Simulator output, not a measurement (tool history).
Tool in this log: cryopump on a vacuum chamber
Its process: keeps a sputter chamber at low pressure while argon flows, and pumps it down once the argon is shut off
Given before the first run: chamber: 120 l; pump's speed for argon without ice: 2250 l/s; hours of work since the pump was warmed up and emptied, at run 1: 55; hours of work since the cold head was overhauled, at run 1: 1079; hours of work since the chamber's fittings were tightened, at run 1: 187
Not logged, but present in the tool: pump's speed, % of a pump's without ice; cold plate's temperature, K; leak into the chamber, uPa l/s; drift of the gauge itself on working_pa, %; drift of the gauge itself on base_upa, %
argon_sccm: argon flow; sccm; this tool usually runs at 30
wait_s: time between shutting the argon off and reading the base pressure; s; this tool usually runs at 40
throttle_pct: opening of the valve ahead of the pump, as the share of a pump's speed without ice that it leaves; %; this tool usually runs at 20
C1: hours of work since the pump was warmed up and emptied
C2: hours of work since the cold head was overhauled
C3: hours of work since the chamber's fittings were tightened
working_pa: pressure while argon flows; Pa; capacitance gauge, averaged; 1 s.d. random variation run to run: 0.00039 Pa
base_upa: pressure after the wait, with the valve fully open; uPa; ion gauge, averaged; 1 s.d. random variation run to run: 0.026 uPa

Run 1, day 0.000: usual settings; C1 55; C2 1079; C3 187. Result: working_pa 0.1135 Pa, base_upa 1.27 uPa.
Run 2, day 4.583: usual settings; C1 112; C2 1136; C3 243. Result: working_pa 0.1134 Pa, base_upa 1.28 uPa.
Run 3, day 7.233: usual settings; C1 144; C2 1168; C3 276. Result: working_pa 0.1140 Pa, base_upa 1.27 uPa.
Run 4, day 9.875: usual settings; C1 177; C2 1201; C3 308. Result: working_pa 0.1138 Pa, base_upa 1.26 uPa.
Run 5, day 13.625: usual settings; C1 223; C2 1247; C3 354. Result: working_pa 0.1147 Pa, base_upa 1.22 uPa.
Run 6, day 17.962: usual settings; C1 276; C2 1300; C3 407. Result: working_pa 0.1140 Pa, base_upa 1.34 uPa.
Run 7, day 22.621: usual settings; C1 333; C2 1357; C3 465. Result: working_pa 0.1150 Pa, base_upa 1.31 uPa.
Run 8, day 24.988: usual settings; C1 362; C2 1386; C3 494. Result: working_pa 0.1143 Pa, base_upa 1.34 uPa.
Run 9, day 29.300: usual settings; C1 415; C2 1439; C3 547. Result: working_pa 0.1153 Pa, base_upa 1.32 uPa.
Run 10, day 33.492: usual settings; C1 467; C2 1491; C3 598. Result: working_pa 0.1161 Pa, base_upa 1.39 uPa.
Run 11, day 36.712: usual settings but wait_s 43 s, throttle_pct 35 %; C1 506; C2 1530; C3 638. Result: working_pa 0.0671 Pa, base_upa 1.27 uPa.
Run 12, day 41.450: usual settings but wait_s 43 s, throttle_pct 35 %; C1 564; C2 1588; C3 696. Result: working_pa 0.0680 Pa, base_upa 1.26 uPa.
Run 13, day 43.638: usual settings but argon_sccm 35 sccm, wait_s 21 s, throttle_pct 57 %; C1 591; C2 1615; C3 723. Result: working_pa 0.0505 Pa, base_upa 2.29 uPa.
Run 14, day 48.246: usual settings but argon_sccm 26 sccm, throttle_pct 52 %; C1 648; C2 1672; C3 779. Result: working_pa 0.0405 Pa, base_upa 1.45 uPa.
Run 15, day 50.746: usual settings but argon_sccm 39 sccm, wait_s 101 s, throttle_pct 23 %; C1 678; C2 1702; C3 810. Result: working_pa 0.1323 Pa, base_upa 0.79 uPa.
Run 16, day 53.138: usual settings but argon_sccm 39 sccm, wait_s 101 s, throttle_pct 23 %; C1 708; C2 1732; C3 839. Result: working_pa 0.1327 Pa, base_upa 0.83 uPa.
Run 17, day 57.729: usual settings but argon_sccm 39 sccm, wait_s 34 s, throttle_pct 23 %; C1 764; C2 1788; C3 896. Result: working_pa 0.1331 Pa, base_upa 1.68 uPa.
Run 18, day 60.133: usual settings but argon_sccm 46 sccm, wait_s 34 s, throttle_pct 23 %; C1 794; C2 1818; C3 925. Result: working_pa 0.1574 Pa, base_upa 1.65 uPa.
Run 19, day 63.783: usual settings but argon_sccm 32 sccm, wait_s 34 s, throttle_pct 19 %; C1 838; C2 1862; C3 970. Result: working_pa 0.1324 Pa, base_upa 1.67 uPa.
Run 20, day 65.767: usual settings but argon_sccm 16 sccm, wait_s 39 s, throttle_pct 19 %; C1 863; C2 1887; C3 994. Result: working_pa 0.0656 Pa, base_upa 1.49 uPa.

Results per run with the tool's hidden condition removed, run-to-run variation unchanged:
run  working_pa  base_upa
  1      0.1127      1.20
  2      0.1124      1.20
  3      0.1129      1.18
  4      0.1125      1.17
  5      0.1132      1.11
  6      0.1122      1.22
  7      0.1129      1.17
  8      0.1120      1.18
  9      0.1127      1.15
 10      0.1132      1.20
 11      0.0641      1.07
 12      0.0647      1.04
 13      0.0464      2.07
 14      0.0372      1.20
 15      0.1271      0.53
 16      0.1273      0.56
 17      0.1273      1.39
 18      0.1502      1.35
 19      0.1270      1.35
 20      0.0628      1.18
